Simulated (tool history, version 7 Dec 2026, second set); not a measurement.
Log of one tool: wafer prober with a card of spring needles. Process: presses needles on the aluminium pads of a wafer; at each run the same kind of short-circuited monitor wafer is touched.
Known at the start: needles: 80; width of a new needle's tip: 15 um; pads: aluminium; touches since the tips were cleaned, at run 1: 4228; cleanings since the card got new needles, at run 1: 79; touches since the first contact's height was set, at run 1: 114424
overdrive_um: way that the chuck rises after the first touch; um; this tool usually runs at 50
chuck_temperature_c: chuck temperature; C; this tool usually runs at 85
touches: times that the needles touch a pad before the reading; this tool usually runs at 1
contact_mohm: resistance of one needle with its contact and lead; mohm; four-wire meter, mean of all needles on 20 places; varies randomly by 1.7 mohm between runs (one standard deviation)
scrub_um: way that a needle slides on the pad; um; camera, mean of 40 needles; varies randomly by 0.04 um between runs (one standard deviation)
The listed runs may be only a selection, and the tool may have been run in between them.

run,hour,overdrive_um,chuck_temperature_c,touches,touches since the tips were cleaned,cleanings since the card got new needles,touches since the first contact's height was set,contact_mohm,scrub_um
1,0,50,85,1,4228,79,114424,289,6.21
# hour 18.5: tips cleaned on abrasive film
# hour 45.4: tips cleaned on abrasive film
2,45.7,50,60,1,99,81,130462,190,6.24
# hour 72.4: tips cleaned on abrasive film
# hour 98.6: tips cleaned on abrasive film
3,121.3,50,60,1,8015,83,157035,317,6.18
# hour 125.1: tips cleaned on abrasive film
# hour 155.6: tips cleaned on abrasive film
4,165.3,50,85,1,3435,85,172481,267,6.18
# hour 182.2: tips cleaned on abrasive film
# hour 209.6: tips cleaned on abrasive film
5,222.9,39,85,1,4699,87,192700,356,4.71
# hour 240.9: tips cleaned on abrasive film
# hour 268.5: tips cleaned on abrasive film
6,273.9,50,85,1,1900,89,210603,240,6.12
# hour 294.1: tips cleaned on abrasive film
# hour 320.3: tips cleaned on abrasive film
# hour 325.5: height of the first contact set anew
7,333.7,50,104,1,4614,91,2904,288,6.29
# hour 351: tips cleaned on abrasive film
# hour 380.8: tips cleaned on abrasive film
8,386.1,50,35,1,1858,93,21302,239,6.28
# hour 408.5: tips cleaned on abrasive film
# hour 438.5: tips cleaned on abrasive film
9,456.4,50,35,1,6319,95,46010,302,6.22
# hour 468.8: tips cleaned on abrasive film
# hour 498.8: tips cleaned on abrasive film
10,513.8,50,35,1,5283,97,66170,286,6.36
# hour 526.4: tips cleaned on abrasive film
# hour 557.4: tips cleaned on abrasive film
# hour 586.9: tips cleaned on abrasive film
11,588.3,50,85,1,495,100,92312,202,6.3
# hour 615.5: tips cleaned on abrasive film
# hour 643: tips cleaned on abrasive film
# hour 671.3: tips cleaned on abrasive film
12,677.2,50,85,1,2064,103,123520,243,6.16
# hour 700.9: tips cleaned on abrasive film
13,723,50,85,1,7777,104,139639,326,6.23
# hour 729.4: tips cleaned on abrasive film
# hour 758.4: tips cleaned on abrasive film
# hour 787.9: tips cleaned on abrasive film
14,792.4,50,85,3,1615,107,164001,204,6.09
# hour 813.8: tips cleaned on abrasive film
# hour 841.1: tips cleaned on abrasive film
# hour 867.9: tips cleaned on abrasive film
15,867.9,50,85,3,0,110,190488,188,6.18
# hour 894: tips cleaned on abrasive film
# hour 922.9: tips cleaned on abrasive film
16,945.1,50,63,2,7794,112,217613,268,6.16
# hour 949: tips cleaned on abrasive film
# hour 978.8: tips cleaned on abrasive film
# hour 979.1: height of the first contact set anew
# hour 1006.5: tips cleaned on abrasive film
17,1016,50,63,2,3338,115,12984,236,6.36
# hour 1032: tips cleaned on abrasive film
# hour 1059.7: tips cleaned on abrasive film
18,1074,50,63,2,5036,117,33329,240,6.31
# hour 1088.2: tips cleaned on abrasive film
# hour 1117: tips cleaned on abrasive film
# hour 1147.7: tips cleaned on abrasive film
19,1151.7,50,85,1,1393,120,60608,237,6.23
# hour 1173.3: tips cleaned on abrasive film
# hour 1202.7: tips cleaned on abrasive film
# hour 1228.8: tips cleaned on abrasive film
20,1243.1,50,85,1,5070,123,92744,295,6.3
# hour 1254.7: tips cleaned on abrasive film
# hour 1285.1: tips cleaned on abrasive film
21,1301.4,50,85,1,5737,125,113193,314,6.24
# hour 1313.3: tips cleaned on abrasive film
# hour 1339.8: tips cleaned on abrasive film
# hour 1369.4: tips cleaned on abrasive film
22,1376.4,50,47,2,2453,128,139515,227,6.24
# hour 1396.3: tips cleaned on abrasive film
# hour 1423: tips cleaned on abrasive film
23,1437.7,50,47,2,5183,130,161065,250,6.16
# hour 1453.3: tips cleaned on abrasive film
# hour 1483.8: tips cleaned on abrasive film
24,1508.2,50,47,2,8603,132,185828,278,6.18
# hour 1514.5: tips cleaned on abrasive film
# hour 1543.5: tips cleaned on abrasive film
# hour 1573.1: tips cleaned on abrasive film
25,1578.4,50,42,2,1856,135,210464,217,6.07
# hour 1599.8: tips cleaned on abrasive film
# hour 1624.9: tips cleaned on abrasive film
# hour 1635.5: height of the first contact set anew
26,1647.7,50,70,1,7926,137,4286,332,6.39
# hour 1653.3: tips cleaned on abrasive film
# hour 1681.7: tips cleaned on abrasive film
27,1698.4,44,64,1,5882,139,22095,371,5.56
# hour 1709.2: tips cleaned on abrasive film
# hour 1735.9: tips cleaned on abrasive film
28,1747.1,44,64,1,3969,141,39194,309,5.56
# hour 1765.3: tips cleaned on abrasive film
# hour 1793.5: tips cleaned on abrasive film
29,1803.1,32,85,2,3387,143,58853,351,4.02

Consider 4 possible next runs. They are alternatives, not a sequence: every one starts from the tool as it was left by run 29. What does each give?
# hour 1820.1: tips cleaned on abrasive film
# hour 1845.9: tips cleaned on abrasive film
# hour 1876: tips cleaned on abrasive film
A,1876,50,37,1,0,146,84453,?,?
# hour 1820.1: tips cleaned on abrasive film
# hour 1845.9: tips cleaned on abrasive film
# hour 1876: tips cleaned on abrasive film
B,1876,32,85,3,0,146,84453,?,?
# hour 1820.1: tips cleaned on abrasive film
# hour 1845.9: tips cleaned on abrasive film
# hour 1876: tips cleaned on abrasive film
C,1876,58,97,2,0,146,84453,?,?
# hour 1820.1: tips cleaned on abrasive film
# hour 1845.9: tips cleaned on abrasive film
# hour 1876: tips cleaned on abrasive film
D,1876,56,84,2,0,146,84453,?,?

run,contact_mohm,scrub_um
A,179,6.26
B,210,3.92
C,182,7.21
D,186,6.97
With the hidden condition removed and each run's random variation left untouched, the same runs would have given:
run,contact_mohm,scrub_um
A,164,6.36
B,189,4.02
C,171,7.32
D,175,7.08
